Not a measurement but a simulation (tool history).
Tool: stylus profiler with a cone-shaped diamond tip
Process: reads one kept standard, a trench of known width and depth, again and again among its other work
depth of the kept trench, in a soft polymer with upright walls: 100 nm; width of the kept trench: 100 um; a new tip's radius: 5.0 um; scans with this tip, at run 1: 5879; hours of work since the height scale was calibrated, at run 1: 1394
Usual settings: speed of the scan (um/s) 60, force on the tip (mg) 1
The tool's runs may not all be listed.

run   hour  speed of the scan (um/s)  force on the tip (mg)  scans with this tip  hours of work since the height scale was calibrated  depth of the trench (angstrom)  width of the trench's floor (nm)
  1      0                        60                      1                 5879                                                 1394                          1001.1                             97380
  2   41.5                        60                   0.77                 6009                                                 1425                           999.4                             97310
  3   81.6                        60                   0.77                 6135                                                 1455                           999.5                             97330
  4  130.9                        60                      1                 6289                                                 1491                          1000.6                             97350
  5  161.2                        60                   0.49                 6384                                                 1514                           997.4                             97190
  6  188.9                        60                   0.66                 6471                                                 1534                           999.1                             97270
  7  225.3                        54                   0.66                 6586                                                 1561                           998.5                             97260
  8    259                        54                   1.52                 6691                                                 1586                          1002.2                             97380
     272.7  -- height scale calibrated on a step standard
  9  312.6                        54                   1.52                 6858                                                   30                           998.9                             97380
 10  354.1                        54                   1.52                 6988                                                   61                          1000.3                             97440
 11  400.1                        60                      1                 7132                                                   95                           996.2                             97300
 12  435.2                        60                      1                 7242                                                  121                           997.2                             97320
 13  464.2                        60                      1                 7333                                                  142                           996.8                             97270
     475.9  -- height scale calibrated on a step standard, once more
 14  516.9                        25                   1.19                 7497                                                   30                          1008.6                             97530
 15  544.4                        34                      1                 7583                                                   51                          1007.6                             97500
 16  568.6                       239                      1                 7659                                                   69                            1007                             96160
 17  617.7                       239                      1                 7813                                                  105                          1007.8                             96200
 18  653.2                        38                      1                 7924                                                  132                          1006.8                             97390
 19  680.8                       114                   0.53                 8011                                                  152                          1003.9                             96660
 20    734                       209                      3                 8178                                                  192                          1015.5                             96890
 21  765.1                       223                   0.89                 8275                                                  215                            1006                             96120
 22    791                        29                   0.66                 8357                                                  234                          1004.5                             97420
 23  814.5                        29                   0.66                 8430                                                  252                          1004.8                             97410

3 ways to go on from here, each from the tool as it stands after run 23. What would each give?
  A  839.9                        29                   1.35                 8510                                                  271                               ?                                 ?
  B  839.9                       125                   2.48                 8510                                                  271                               ?                                 ?
  C  839.9                       126                   1.48                 8510                                                  271                               ?                                 ?

run  depth of the trench (angstrom)  width of the trench's floor (nm)
  A                          1008.1                             97460
  B                          1013.1                             97160
  C                          1007.5                             96980
Without the tool's hidden state the same runs would have given:
run  depth of the trench (angstrom)  width of the trench's floor (nm)
  A                          1009.3                             97870
  B                          1014.3                             97560
  C                          1008.8                             97390

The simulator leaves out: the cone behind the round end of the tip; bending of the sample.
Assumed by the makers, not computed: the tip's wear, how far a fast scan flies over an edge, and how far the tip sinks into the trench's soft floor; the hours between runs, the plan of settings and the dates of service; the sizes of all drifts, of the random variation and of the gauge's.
